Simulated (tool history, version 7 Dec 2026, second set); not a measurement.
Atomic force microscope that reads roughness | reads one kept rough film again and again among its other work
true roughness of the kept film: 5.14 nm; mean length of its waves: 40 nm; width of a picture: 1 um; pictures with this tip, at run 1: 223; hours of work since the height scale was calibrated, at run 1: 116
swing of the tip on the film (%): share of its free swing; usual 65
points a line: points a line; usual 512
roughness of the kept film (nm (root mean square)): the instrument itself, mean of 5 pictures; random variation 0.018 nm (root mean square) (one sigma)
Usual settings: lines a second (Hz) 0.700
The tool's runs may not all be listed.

run     day  lines a second (Hz)  swing of the tip on the film (%)  points a line  pictures with this tip  hours of work since the height scale was calibrated  roughness of the kept film (nm (root mean square))
  1   0.000                0.700                                65            512                     223                                                  116                                               4.437
  2   0.404                0.700                                65            512                     235                                                  120                                               4.419
  3   0.771                0.700                                65            512                     246                                                  124                                               4.412
  4   1.467                0.700                                65            512                     267                                                  131                                               4.411
  5   1.992                3.332                                65            512                     283                                                  136                                               3.987
  6   2.608                3.332                                65            512                     302                                                  142                                               3.966
  7   3.262                3.332                                63            512                     322                                                  148                                               4.060
  8   3.604                3.332                                63            512                     332                                                  152                                               4.041
  9   3.983                3.332                                63            512                     344                                                  155                                               4.015
 10   4.583                3.332                                83            512                     362                                                  161                                               3.322
      5.292  -- new tip fitted
 11   5.292                0.700                                65            512                       0                                                  168                                               4.391
 12   5.888                0.700                                65            512                      18                                                  174                                               4.414
 13   6.479                0.700                                65            512                      36                                                  180                                               4.416
 14   7.062                0.700                                65            512                      54                                                  185                                               4.422
 15   7.429                0.700                                65            512                      65                                                  189                                               4.449
 16   7.850                0.700                                65            512                      78                                                  193                                               4.419
 17   8.500                0.700                                65            512                      98                                                  199                                               4.414
 18   9.012                0.700                                65            512                     113                                                  204                                               4.416
 19   9.504                0.700                                65            512                     128                                                  209                                               4.417
 20  10.167                0.700                                65            512                     148                                                  216                                               4.425
 21  10.542                0.700                                65            512                     160                                                  220                                               4.416
 22  11.304                3.750                                65            512                     183                                                  227                                               3.920
 23  11.717                0.700                                65            512                     195                                                  231                                               4.431
 24  12.483                0.700                                65            512                     219                                                  239                                               4.399
 25  13.121                0.700                                65            512                     238                                                  245                                               4.415
 26  13.721                0.700                                65            512                     256                                                  251                                               4.419
 27  14.342                0.700                                65            512                     275                                                  257                                               4.408
 28  14.938                1.525                                60            414                     293                                                  263                                               4.318
 29  15.450                1.359                                65            512                     309                                                  268                                               4.289
 30  16.154                1.408                                65            771                     330                                                  275                                               4.329
 31  16.629                3.947                                56            366                     345                                                  279                                               4.145
 32  17.221                3.608                                56            602                     363                                                  285                                               4.218
 33  17.846                0.525                                65            651                     382                                                  291                                               4.451
     17.900  -- new tip fitted
 34  18.575                3.475                                67            985                      20                                                  298                                               3.894
 35  19.133                3.475                                67            985                      37                                                  304                                               3.878
 36  19.912                0.926                                71            656                      61                                                  311                                               4.347
 37  20.533                0.700                                55            597                      80                                                  317                                               4.496
 38  21.196                3.840                                59            597                     100                                                  324                                               4.107
 39  21.804                3.977                                67            512                     118                                                  330                                               3.838
 40  22.571                3.977                                67            512                     142                                                  337                                               3.815
 41  23.192                3.977                                67            512                     161                                                  344                                               3.832
 42  23.896                0.936                                84            674                     182                                                  351                                               4.111
 43  24.662                0.604                                66            601                     205                                                  358                                               4.405
 44  25.096                0.700                                65            907                     219                                                  362                                               4.406
 45  25.538                0.700                                65            907                     232                                                  367                                               4.393
 46  26.017                3.647                                77            512                     247                                                  371                                               3.476
 47  26.758                1.454                                69            373                     269                                                  379                                               4.186
 48  27.367                0.804                                62            477                     288                                                  385                                               4.402
 49  28.079                0.804                                73            477                     309                                                  392                                               4.325
 50  28.783                0.804                                73            477                     331                                                  399                                               4.315
 51  29.400                1.239                                73            875                     349                                                  405                                               4.208
 52  29.904                2.846                                73            875                     365                                                  410                                               3.819

4 ways to go on from here, each from the tool as it stands after run 52. What would each give?
     30.554  -- new tip fitted
  A  30.554                1.032                                73            789                       0                                                  416                                                   ?
     30.554  -- new tip fitted
  B  30.554                0.700                                72            340                       0                                                  416                                                   ?
     30.554  -- new tip fitted
  C  30.554                0.863                                65            371                       0                                                  416                                                   ?
     30.554  -- new tip fitted
  D  30.554                1.652                                65            512                       0                                                  416                                                   ?

run  roughness of the kept film (nm (root mean square))
  A                                               4.258
  B                                               4.370
  C                                               4.403
  D                                               4.277
Without the tool's hidden state the same runs would have given:
run  roughness of the kept film (nm (root mean square))
  A                                               4.259
  B                                               4.370
  C                                               4.404
  D                                               4.277
